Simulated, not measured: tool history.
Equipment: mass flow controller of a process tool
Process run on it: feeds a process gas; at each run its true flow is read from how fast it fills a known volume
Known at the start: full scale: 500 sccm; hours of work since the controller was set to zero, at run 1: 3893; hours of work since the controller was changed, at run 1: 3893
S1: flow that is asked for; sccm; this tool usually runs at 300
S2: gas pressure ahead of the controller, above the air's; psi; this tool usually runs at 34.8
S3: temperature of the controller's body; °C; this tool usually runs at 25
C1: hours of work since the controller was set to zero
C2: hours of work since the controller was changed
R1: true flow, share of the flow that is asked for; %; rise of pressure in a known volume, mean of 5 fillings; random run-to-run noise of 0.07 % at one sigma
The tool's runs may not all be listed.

run      day   S1    S2  S3    C1    C2     R1
  1        0  300  34.8  25  3893  3893  99.02
  2      8.5  300  34.8  25  4014  4014  98.93
  3   19.154  300  34.8  31  4165  4165  98.37
  4   24.442  300  34.8  31  4239  4239  98.54
  5   30.804  300  34.8  31  4330  4330  98.36
  6   36.646  300  34.8  31  4412  4412  98.47
  7   46.879   91  34.8  25  4557  4557  96.88
  8   55.483   91  34.8  25  4679  4679  96.85
  9   65.458  300  34.8  21  4821  4821   99.3
 10   74.896  300  34.8  21  4954  4954  99.34
        75.4  -- controller's zero set anew
 11    81.05  300  34.8  21    80  5041  99.14
 12   89.854  322  26.7  32   205  5166   98.7
 13  100.183  481  27.7  39   351  5312  99.05
 14  106.512   74  27.3  21   441  5402  96.06
      112.85  -- controller's zero set anew, once more
 15  116.754  185  29.3  34    55  5547  98.19
 16  124.033  300  36.7  22   158  5650  99.73
 17  134.229   77  36.7  23   303  5795  98.27

Each row is a separate what-if for the run after 17, all from the same tool condition, not one after another. Results?
  A  143.15  292  31.3  25  429  5921   ?
  B  143.15  131  22.2  22  429  5921   ?
  C  143.15  287  36.7  29  429  5921   ?
  D  143.15  171  25.4  38  429  5921   ?

run     R1
  A  99.53
  B  99.19
  C  99.13
  D  98.22
What these runs would have given with no unlogged condition in the tool:
run     R1
  A  98.77
  B  98.53
  C  98.37
  D  97.52
